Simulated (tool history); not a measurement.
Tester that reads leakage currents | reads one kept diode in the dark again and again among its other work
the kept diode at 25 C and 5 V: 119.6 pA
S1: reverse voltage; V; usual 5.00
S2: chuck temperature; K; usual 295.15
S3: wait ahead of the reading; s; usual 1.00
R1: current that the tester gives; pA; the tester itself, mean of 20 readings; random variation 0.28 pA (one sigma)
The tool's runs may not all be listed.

run    hour     S1      S2    S3       R1
  1     0.0   5.00  295.15  1.00    90.89
  2    97.3   5.00  295.15  1.00    90.83
  3   158.9   5.00  295.15  1.00    90.88
  4   223.0   5.00  295.15  1.00    90.71
  5   281.6   5.00  295.15  1.00    91.19
  6   363.0   5.00  295.15  1.00    91.33
  7   448.1   5.00  295.15  1.00    91.43
  8   523.3   1.35  295.15  1.00    43.79
  9   614.2   1.35  295.15  1.00    43.51
 10   681.3   1.35  295.15  1.00    43.41
 11   746.2   1.35  295.15  1.00    43.65
 12   830.0   1.35  295.15  1.00    43.41
 13   903.4   8.47  295.15  1.00   123.02
 14   972.5   8.47  295.15  1.00   122.83
 15  1061.1   3.47  321.15  9.21   706.38
 16  1163.7   3.97  315.15  1.00   467.62
 17  1259.3   3.44  315.15  0.69   433.43
 18  1372.6  18.28  316.15  7.71  1199.89
 19  1427.3  18.28  316.15  7.71  1200.21
 20  1504.4  16.19  311.15  1.11   733.81
 21  1560.1  16.19  311.15  1.11   735.25
 22  1659.7   8.32  306.15  1.11   330.04
 23  1772.0   8.32  306.15  1.11   328.60

Taken out of this log: 1 entry between the listed runs. Where each belongs, and how the hidden state differs across it:
Between runs 15 and 16: chuck's temperature calibrated (hour 1099.1)
  stray current of the dirty probe card, pA a volt: 0.033 -> 0.034
